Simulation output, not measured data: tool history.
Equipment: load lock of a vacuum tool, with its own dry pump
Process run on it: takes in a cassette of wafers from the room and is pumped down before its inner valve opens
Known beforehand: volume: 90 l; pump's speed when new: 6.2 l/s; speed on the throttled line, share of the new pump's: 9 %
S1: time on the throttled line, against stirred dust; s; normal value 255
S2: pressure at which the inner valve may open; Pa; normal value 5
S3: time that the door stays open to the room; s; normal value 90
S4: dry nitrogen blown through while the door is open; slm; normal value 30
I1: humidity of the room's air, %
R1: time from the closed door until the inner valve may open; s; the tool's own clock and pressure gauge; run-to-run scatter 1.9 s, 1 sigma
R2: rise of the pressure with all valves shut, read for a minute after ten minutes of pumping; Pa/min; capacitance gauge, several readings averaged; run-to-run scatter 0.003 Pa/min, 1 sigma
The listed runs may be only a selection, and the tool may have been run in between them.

Run 1, hour 0: usual settings; I1 44.1. Result: R1 382.6 s, R2 0.354 Pa/min.
Run 2, hour 144: usual settings; I1 42.7. Result: R1 383.6 s, R2 0.359 Pa/min.
Run 3, hour 251.8: usual settings but S3 26 s; I1 47.5. Result: R1 381.4 s, R2 0.358 Pa/min.
Run 4, hour 321.1: usual settings but S3 26 s; I1 44.3. Result: R1 384.5 s, R2 0.373 Pa/min.
Run 5, hour 450.1: usual settings but S3 26 s; I1 41.3. Result: R1 384.7 s, R2 0.371 Pa/min.
Run 6, hour 595.5: usual settings but S3 77 s; I1 45.4. Result: R1 384.9 s, R2 0.394 Pa/min.
Run 7, hour 741.5: usual settings; I1 44.1. Result: R1 384.1 s, R2 0.402 Pa/min.
Run 8, hour 853.4: usual settings; I1 43.9. Result: R1 387.2 s, R2 0.413 Pa/min.
Run 9, hour 980.6: usual settings but S2 7 Pa; I1 46.3. Result: R1 381.1 s, R2 0.427 Pa/min.
Run 10, hour 1050.5: usual settings but S2 7 Pa; I1 43.4. Result: R1 381 s, R2 0.43 Pa/min.
Run 11, hour 1162.4: usual settings; I1 43.8. Result: R1 383.3 s, R2 0.446 Pa/min.
Run 12, hour 1257.9: usual settings; I1 45.5. Result: R1 388.6 s, R2 0.45 Pa/min.
Run 13, hour 1357.6: usual settings; I1 48.2. Result: R1 383.4 s, R2 0.462 Pa/min.
Run 14, hour 1462.2: usual settings; I1 45.7. Result: R1 386.7 s, R2 0.471 Pa/min.
Run 15, hour 1550.8: usual settings; I1 46. Result: R1 386.2 s, R2 0.484 Pa/min.
Run 16, hour 1629.2: usual settings; I1 45.7. Result: R1 388.5 s, R2 0.485 Pa/min.
Run 17, hour 1721.4: usual settings; I1 44.2. Result: R1 386.9 s, R2 0.486 Pa/min.
Run 18, hour 1822.7: usual settings; I1 47.2. Result: R1 386.9 s, R2 0.499 Pa/min.
Run 19, hour 1895.6: usual settings but S1 174 s, S2 8 Pa, S4 8 slm; I1 40.3. Result: R1 306.7 s, R2 0.511 Pa/min.
Run 20, hour 1985.7: usual settings but S1 174 s, S2 8 Pa, S4 8 slm; I1 47.1. Result: R1 306.2 s, R2 0.528 Pa/min.
Run 21, hour 2118.1: usual settings but S1 264 s, S2 8 Pa, S4 9 slm; I1 45.5. Result: R1 386.3 s, R2 0.542 Pa/min.
Run 22, hour 2260.2: usual settings but S4 5 slm; I1 44.1. Result: R1 387.6 s, R2 0.545 Pa/min.
Run 23, hour 2371.7: usual settings but S1 141 s, S4 9 slm; I1 46.5. Result: R1 288.9 s, R2 0.564 Pa/min.
Run 24, hour 2478.9: usual settings but S1 269 s, S4 19 slm; I1 48.6. Result: R1 399.7 s, R2 0.568 Pa/min.
Run 25, hour 2548.2: usual settings but S1 405 s, S2 7 Pa, S3 101 s, S4 18 slm; I1 46.1. Result: R1 520.1 s, R2 0.568 Pa/min.
Run 26, hour 2684.5: usual settings but S1 405 s, S2 7 Pa, S3 101 s, S4 18 slm; I1 42.7. Result: R1 513.6 s, R2 0.595 Pa/min.
Run 27, hour 2760.1: usual settings but S1 175 s, S2 8 Pa; I1 45.9. Result: R1 308.6 s, R2 0.594 Pa/min.
Run 28, hour 2867.8: usual settings but S1 494 s, S2 9 Pa, S3 93 s; I1 45.1. Result: R1 592.2 s, R2 0.593 Pa/min.
Run 29, hour 3011.9: usual settings but S4 7 slm; I1 44.1. Result: R1 384 s, R2 0.62 Pa/min.
Run 30, hour 3152.4: usual settings but S1 129 s, S4 23 slm; I1 47.2. Result: R1 274.2 s, R2 0.626 Pa/min.
Run 31, hour 3214.7: usual settings but S1 129 s, S3 42 s, S4 23 slm; I1 42. Result: R1 277.9 s, R2 0.606 Pa/min.
Run 32, hour 3328.2: usual settings but S1 188 s, S2 6 Pa, S3 74 s, S4 45 slm; I1 43.4. Result: R1 324.5 s, R2 0.629 Pa/min.
Run 33, hour 3455.6: usual settings but S1 362 s, S3 208 s, S4 20 slm; I1 45.1. Result: R1 483.8 s, R2 0.665 Pa/min.
Run 34, hour 3578.2: usual settings but S1 215 s, S2 9 Pa, S3 156 s, S4 10 slm; I1 44. Result: R1 346.6 s, R2 0.697 Pa/min.
Run 35, hour 3645.7: usual settings but S1 440 s, S3 106 s; I1 43.3. Result: R1 556.7 s, R2 0.672 Pa/min.
Run 36, hour 3734.2: usual settings but S1 429 s, S4 44 slm; I1 47.2. Result: R1 543.4 s, R2 0.676 Pa/min.

For some of the steps in R1 from one run to the next: how much would appear even if the tool had no hidden state, given the settings, what came in and random variation, and how much remains for the hidden state plus any gauge scatter that the measured result and the result without hidden state don't share?
Unlogged tool condition in this case: pump's speed, % of a new pump's; leak at the door's seal, Pa l/s; drift of the gauge itself on ready_s, %; drift of the gauge itself on rise_pa_min, %.
Run 26 -> 27: S1 405 -> 175, S2 7 -> 8, S3 101 -> 90, S4 18 -> 30. R1 -205 s: hidden state +1.8, all else -206.8.
Run 27 -> 28: S1 175 -> 494, S2 8 -> 9, S3 90 -> 93. R1 +283.6 s: hidden state -3, all else +286.6.
Run 28 -> 29: S1 494 -> 255, S2 9 -> 5, S3 93 -> 90, S4 30 -> 7. R1 -208.2 s: hidden state +3.6, all else -211.8.
Run 34 -> 35: S1 215 -> 440, S2 9 -> 5, S3 156 -> 106, S4 10 -> 30. R1 +210.1 s: hidden state -0.7, all else +210.8.
